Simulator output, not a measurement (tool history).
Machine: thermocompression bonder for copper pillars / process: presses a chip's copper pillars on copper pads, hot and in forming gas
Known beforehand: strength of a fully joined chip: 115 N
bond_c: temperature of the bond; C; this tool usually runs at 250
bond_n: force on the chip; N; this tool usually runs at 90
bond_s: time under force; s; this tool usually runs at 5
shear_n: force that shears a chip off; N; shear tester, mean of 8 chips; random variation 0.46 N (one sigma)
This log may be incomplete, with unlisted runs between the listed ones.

run   hour  bond_c  bond_n  bond_s  shear_n
  1      0     250      90       5       47
  2   10.3     250      90       5     47.6
  3     21     250      90       5     47.4
  4   29.6     250      90       5     46.1
        33  -- heater calibrated with a thermocouple chip
  5   45.4     250      90       5     48.2
  6   57.1     264      90       5     54.8
  7   71.9     250      90       5       48
  8   82.7     250      90       5     48.4
        88  -- heater calibrated with a thermocouple chip, once more
  9   99.4     252      65       3     30.7
 10    108     231      65       3     23.6
 11  122.3     231      65       3     23.8
 12    132     231      65       3     23.2
 13  138.9     231      65       3       23
 14  147.1     252      90       8     52.6

Each row is a separate what-if for the run after 14, all from the same tool condition, not one after another. Results?
  A   159     240      79       3        ?
  B   159     250      90       5        ?
  C   159     228      90       8        ?
  D   159     227     110       3        ?

run  shear_n
  A     30.1
  B       43
  C     41.4
  D       31
Without the tool's hidden state the same runs would have given:
run  shear_n
  A       32
  B     45.4
  C     43.9
  D     32.9
